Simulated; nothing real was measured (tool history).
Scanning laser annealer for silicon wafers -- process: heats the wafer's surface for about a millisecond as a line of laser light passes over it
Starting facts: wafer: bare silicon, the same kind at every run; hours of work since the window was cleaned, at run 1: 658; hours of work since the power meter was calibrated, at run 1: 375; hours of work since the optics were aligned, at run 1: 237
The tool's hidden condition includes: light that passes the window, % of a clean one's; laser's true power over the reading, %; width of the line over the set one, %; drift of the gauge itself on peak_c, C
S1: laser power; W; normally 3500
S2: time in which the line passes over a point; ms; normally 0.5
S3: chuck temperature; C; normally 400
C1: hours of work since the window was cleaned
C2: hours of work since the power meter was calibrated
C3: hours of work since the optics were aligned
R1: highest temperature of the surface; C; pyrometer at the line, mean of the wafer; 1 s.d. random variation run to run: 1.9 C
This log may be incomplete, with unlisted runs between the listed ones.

run	hour	S1	S2	S3	C1	C2	C3	R1
1	0	3500	0.5	400	658	375	237	1168
2	8.2	3500	0.5	400	663	380	242	1169
3	26	3319	0.5	400	674	390	252	1118
4	38.6	3319	0.5	400	681	398	260	1119
5	48.9	3843	0.5	400	688	404	266	1258
6	57.5	3843	0.5	400	693	409	271	1260
7	66.7	3843	0.5	400	698	415	277	1262
8	83.1	3843	0.5	400	708	425	287	1260
9	94.4	3500	0.5	400	715	432	294	1168
10	112.8	3500	0.5	400	726	443	305	1168
# hour 125.9: window over the wafer cleaned
11	130.2	3500	0.5	400	3	452	314	1170
12	142	3500	0.5	400	10	459	321	1169
13	153.3	3500	0.549	366	16	466	328	1166
14	168.2	3184	0.614	438	25	475	337	1184
15	185.6	3714	0.383	438	36	485	347	1172
16	199.7	3714	0.383	438	44	494	356	1173
17	211.8	3636	0.437	390	52	501	363	1148
18	226.9	3636	0.437	390	61	510	372	1150
19	238.1	3500	0.5	387	67	517	379	1156
20	256.5	3500	0.5	387	79	528	390	1156
21	274.7	3461	0.54	383	89	539	401	1162
22	289.9	3487	0.569	364	99	548	410	1177
23	299.2	3141	0.5	400	104	553	415	1073
24	311.8	3294	0.535	400	112	561	423	1135

Each row is a separate what-if for the run after 24, all from the same tool condition, not one after another. Results?
A	321.9	3686	0.6	368	118	567	429	?
B	321.9	3500	0.525	421	118	567	429	?
C	321.9	3500	0.5	365	118	567	429	?
D	321.9	3500	0.538	400	118	567	429	?
E	321.9	3600	0.581	377	118	567	429	?

run	R1
A	1253
B	1206
C	1135
D	1194
E	1224
With no hidden state in the tool, these same runs would have given:
run	R1
A	1253
B	1207
C	1136
D	1194
E	1224
